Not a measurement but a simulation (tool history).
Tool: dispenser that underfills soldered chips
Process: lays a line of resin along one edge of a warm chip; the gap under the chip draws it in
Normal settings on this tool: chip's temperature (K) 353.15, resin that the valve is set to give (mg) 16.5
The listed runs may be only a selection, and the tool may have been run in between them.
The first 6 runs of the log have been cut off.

| run | hour | chip's temperature (K) | resin that the valve is set to give (mg) | time until the resin shows at the far edge (s) | resin that the valve gave (mg) |
|---|---|---|---|---|---|
|  | 48.9 | new syringe of resin |
| 7 | 50.3 | 353.15 | 14.2 | 29.5 | 13.98 |
| 8 | 58.2 | 353.15 | 14.2 | 36.6 | 14.08 |
|  | 61.2 | new syringe of resin |
| 9 | 66.7 | 339.15 | 14.2 | 68.6 | 13.94 |
|  | 73.1 | new syringe of resin |
| 10 | 73.4 | 353.15 | 16.5 | 27.4 | 16.19 |
| 11 | 81.2 | 353.15 | 16.5 | 35.7 | 16.17 |
|  | 84.9 | new syringe of resin |
| 12 | 89.1 | 353.15 | 16.5 | 30.6 | 16.14 |
| 13 | 94.4 | 353.15 | 16.5 | 36.2 | 16.08 |
|  | 96.5 | new syringe of resin |
| 14 | 102.8 | 353.15 | 16.5 | 33.9 | 16.07 |
|  | 108.2 | new syringe of resin |
| 15 | 110.5 | 353.15 | 16.5 | 28.9 | 16.05 |
| 16 | 116.4 | 353.15 | 16.5 | 35.1 | 16.04 |
|  | 120.2 | new syringe of resin |
| 17 | 121.6 | 353.15 | 16.5 | 28.3 | 16 |
| 18 | 126 | 353.15 | 14.9 | 33.5 | 14.47 |
|  | 132.1 | new syringe of resin |
| 19 | 135.6 | 353.15 | 14.9 | 30.9 | 14.4 |
|  | 143.8 | new syringe of resin |
| 20 | 144.6 | 362.15 | 19.3 | 17.8 | 18.61 |
| 21 | 151.7 | 362.15 | 19.3 | 21.8 | 18.65 |
|  | 155.7 | new syringe of resin |
| 22 | 158.5 | 353.15 | 19.3 | 29.2 | 18.54 |
|  | 167.3 | new syringe of resin |
| 23 | 168.1 | 347.15 | 20.9 | 37.9 | 19.99 |

What will run 24 give?
| 24 | 172.6 | 342.15 | 15.4 | ? | ? |

time until the resin shows at the far edge (s): 59.5
resin that the valve gave (mg): 14.75
Had the tool carried no hidden state, the very same run would have given time until the resin shows at the far edge (s) 46.8, resin that the valve gave (mg) 15.43.
